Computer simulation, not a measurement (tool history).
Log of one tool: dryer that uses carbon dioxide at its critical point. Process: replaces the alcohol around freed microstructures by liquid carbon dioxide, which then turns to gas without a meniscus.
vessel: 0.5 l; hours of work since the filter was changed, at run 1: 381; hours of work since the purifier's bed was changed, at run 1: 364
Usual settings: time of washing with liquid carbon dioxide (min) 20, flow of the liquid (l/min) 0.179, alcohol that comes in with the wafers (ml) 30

run,hour,time of washing with liquid carbon dioxide (min),flow of the liquid (l/min),alcohol that comes in with the wafers (ml),hours of work since the filter was changed,hours of work since the purifier's bed was changed,alcohol left in the vessel before it's heated (ppm by volume)
1,0,20,0.179,30,381,364,301
2,26.2,20,0.179,30,392,375,312
# hour 36.6: inlet filter changed
3,55.2,20,0.179,30,8,387,230
4,74.6,20,0.179,30,16,396,236
5,95.1,20,0.179,30,25,404,236
6,121.5,20,0.179,30,37,416,237
7,139.3,20,0.179,30,44,424,237
8,161.8,20,0.179,30,54,433,253
9,174.1,20,0.179,30,59,439,233
10,201.3,18,0.179,30,71,450,377
11,225.8,18,0.179,30,82,461,378
12,241.3,18,0.179,30,88,468,380
13,264,18,0.179,30,98,477,380
14,285.8,18,0.179,30,108,487,389
15,305.6,18,0.179,30,116,495,388
16,320,18,0.179,30,123,502,392
17,335.3,20,0.145,46,129,508,837
18,362.6,14,0.162,109,141,520,4991
19,391.6,14,0.24,38,153,533,420
20,406.7,24,0.179,91,160,539,292
21,422.1,24,0.179,91,167,546,275
22,437.1,21,0.179,38,173,552,293
23,461.1,24,0.13,66,183,563,858
24,487.7,19,0.16,30,195,574,538
25,506.2,19,0.16,30,203,582,562
26,521,19,0.155,92,209,589,1580

Forecast each of these 3 alternatives for the next run:
A,542.9,17,0.263,61,219,598,?
B,542.9,13,0.179,30,219,598,?
C,542.9,19,0.155,92,219,598,?

run,alcohol left in the vessel before it's heated (ppm by volume)
A,239
B,1454
C,1575
Without the tool's hidden state the same runs would have given:
run,alcohol left in the vessel before it's heated (ppm by volume)
A,72
B,1111
C,1160

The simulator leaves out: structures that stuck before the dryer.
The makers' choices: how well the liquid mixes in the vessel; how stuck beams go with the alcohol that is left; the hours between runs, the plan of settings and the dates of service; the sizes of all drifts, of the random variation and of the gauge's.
